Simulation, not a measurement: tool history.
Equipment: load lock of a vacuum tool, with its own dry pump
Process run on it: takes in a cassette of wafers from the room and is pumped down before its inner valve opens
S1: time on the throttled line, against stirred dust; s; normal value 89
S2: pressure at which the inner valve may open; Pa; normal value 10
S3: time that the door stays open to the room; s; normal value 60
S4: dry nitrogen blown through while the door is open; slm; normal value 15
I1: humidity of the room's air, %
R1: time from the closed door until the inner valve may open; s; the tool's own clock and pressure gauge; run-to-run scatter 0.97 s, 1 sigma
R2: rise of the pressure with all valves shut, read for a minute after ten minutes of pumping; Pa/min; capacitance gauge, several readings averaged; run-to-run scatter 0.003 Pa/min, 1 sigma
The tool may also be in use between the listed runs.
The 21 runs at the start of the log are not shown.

{"run": 22, "hour": 1785.5, "S1": 176, "S2": 7, "S3": 33, "S4": 7, "I1": 44.3, "R1": 237.4, "R2": 0.068}
{"run": 23, "hour": 1880.0, "S1": 55, "S2": 7, "S3": 33, "S4": 21, "I1": 44.4, "R1": 129.1, "R2": 0.062}
{"run": 24, "hour": 1952.8, "S1": 55, "S2": 7, "S3": 33, "S4": 21, "I1": 46.3, "R1": 130.9, "R2": 0.065}
{"run": 25, "hour": 2031.4, "S1": 128, "S2": 10, "S3": 188, "S4": 15, "I1": 43.1, "R1": 190.2, "R2": 0.08}
{"run": 26, "hour": 2109.9, "S1": 128, "S2": 16, "S3": 99, "S4": 13, "I1": 47.0, "R1": 187.6, "R2": 0.082}
{"run": 27, "hour": 2193.1, "S1": 128, "S2": 16, "S3": 99, "S4": 13, "I1": 43.3, "R1": 187.2, "R2": 0.074}
{"run": 28, "hour": 2272.9, "S1": 128, "S2": 16, "S3": 99, "S4": 13, "I1": 42.2, "R1": 186.9, "R2": 0.078}
{"run": 29, "hour": 2355.6, "S1": 128, "S2": 16, "S3": 99, "S4": 13, "I1": 45.0, "R1": 186.6, "R2": 0.081}
{"run": 30, "hour": 2429.0, "S1": 128, "S2": 16, "S3": 99, "S4": 13, "I1": 46.3, "R1": 186.1, "R2": 0.088}
{"run": 31, "hour": 2537.9, "S1": 52, "S2": 11, "S3": 87, "S4": 15, "I1": 45.9, "R1": 123.9, "R2": 0.081}
{"run": 32, "hour": 2638.8, "S1": 133, "S2": 10, "S3": 187, "S4": 14, "I1": 45.5, "R1": 197.4, "R2": 0.088}
{"run": 33, "hour": 2739.0, "S1": 89, "S2": 17, "S3": 213, "S4": 15, "I1": 45.2, "R1": 153.2, "R2": 0.089}
{"run": 34, "hour": 2799.1, "S1": 89, "S2": 17, "S3": 213, "S4": 15, "I1": 43.7, "R1": 152.1, "R2": 0.093}
{"run": 35, "hour": 2867.1, "S1": 89, "S2": 17, "S3": 213, "S4": 15, "I1": 46.5, "R1": 152.7, "R2": 0.102}
{"run": 36, "hour": 2918.1, "S1": 145, "S2": 17, "S3": 224, "S4": 15, "I1": 46.1, "R1": 202.9, "R2": 0.093}

Alternative continuations, all from the tool just after run 36; predict every row:
{"run": "A", "hour": 3005.8, "S1": 109, "S2": 12, "S3": 60, "S4": 6, "I1": 44.3, "R1": "?", "R2": "?"}
{"run": "B", "hour": 3005.8, "S1": 135, "S2": 10, "S3": 60, "S4": 15, "I1": 43.9, "R1": "?", "R2": "?"}
{"run": "C", "hour": 3005.8, "S1": 124, "S2": 17, "S3": 36, "S4": 8, "I1": 45.0, "R1": "?", "R2": "?"}
{"run": "D", "hour": 3005.8, "S1": 124, "S2": 17, "S3": 60, "S4": 9, "I1": 50.7, "R1": "?", "R2": "?"}

run=A R1=174.8 R2=0.098
run=B R1=196.6 R2=0.092
run=C R1=184.0 R2=0.088
run=D R1=183.2 R2=0.095
Without the tool's unlogged condition, the same runs would have read:
run=A R1=171.5 R2=0.027
run=B R1=193.4 R2=0.021
run=C R1=181.0 R2=0.015
run=D R1=180.1 R2=0.022
